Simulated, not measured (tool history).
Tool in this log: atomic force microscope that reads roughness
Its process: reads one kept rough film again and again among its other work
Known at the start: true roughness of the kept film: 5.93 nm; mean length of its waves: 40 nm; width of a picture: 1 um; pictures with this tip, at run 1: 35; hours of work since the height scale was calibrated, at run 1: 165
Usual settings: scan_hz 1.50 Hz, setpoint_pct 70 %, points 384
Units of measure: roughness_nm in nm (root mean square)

run   hour  scan_hz  setpoint_pct  points  pictures with this tip  hours of work since the height scale was calibrated  roughness_nm
  1    0.0     1.50            70     384                      35                                                  165         5.058
  2    7.8     1.50            70     347                      46                                                  169         5.043
  3   14.3     1.50            70     384                      56                                                  173         5.076
  4   22.1     1.12            70     384                      67                                                  178         5.115
  5   34.5     1.12            70     384                      84                                                  185         5.112
      46.3  -- new tip fitted
  6   47.7     1.50            70     407                       2                                                  192         5.106
  7   58.7     1.50            70     407                      17                                                  199         5.075
  8   70.3     0.99            70     407                      34                                                  206         5.186
  9   83.6     0.99            70     407                      53                                                  214         5.124
 10   93.8     0.99            70     407                      67                                                  220         5.169
 11  100.9     0.99            59     407                      77                                                  224         5.233
 12  113.6     1.50            70     384                      96                                                  231         5.043
     118.3  -- new tip fitted
 13  125.7     1.50            88     384                      10                                                  238         4.677
 14  135.4     1.50            88     384                      24                                                  244         4.716
 15  141.6     1.50            88     384                      33                                                  247         4.696
 16  151.0     1.05            73     770                      46                                                  253         5.127
 17  161.8     0.79            74     972                      62                                                  259         5.157
 18  169.2     1.44            62     345                      72                                                  264         5.186
 19  178.3     1.44            62     345                      85                                                  269         5.168
 20  186.3     1.50            70     436                      97                                                  274         5.088
     189.5  -- new tip fitted
 21  199.4     0.54            63     415                      14                                                  281         5.290
 22  208.0     2.23            68     415                      26                                                  286         5.023
 23  216.4     3.49            68     415                      38                                                  291         4.763
 24  226.7     3.49            68     309                      52                                                  297         4.791
 25  239.7     3.49            68     309                      71                                                  305         4.766
 26  246.0     3.49            68     309                      80                                                  309         4.762
 27  256.1     3.49            68     735                      94                                                  314         4.838

The next listed run, before its measurement:
     261.9  -- new tip fitted
 28  269.0     3.39            57     441                      10                                                  322             ?

roughness_nm: 5.064 nm (root mean square)
The same run, on a tool lacking any hidden state, would have yielded roughness_nm 5.065 nm (root mean square).
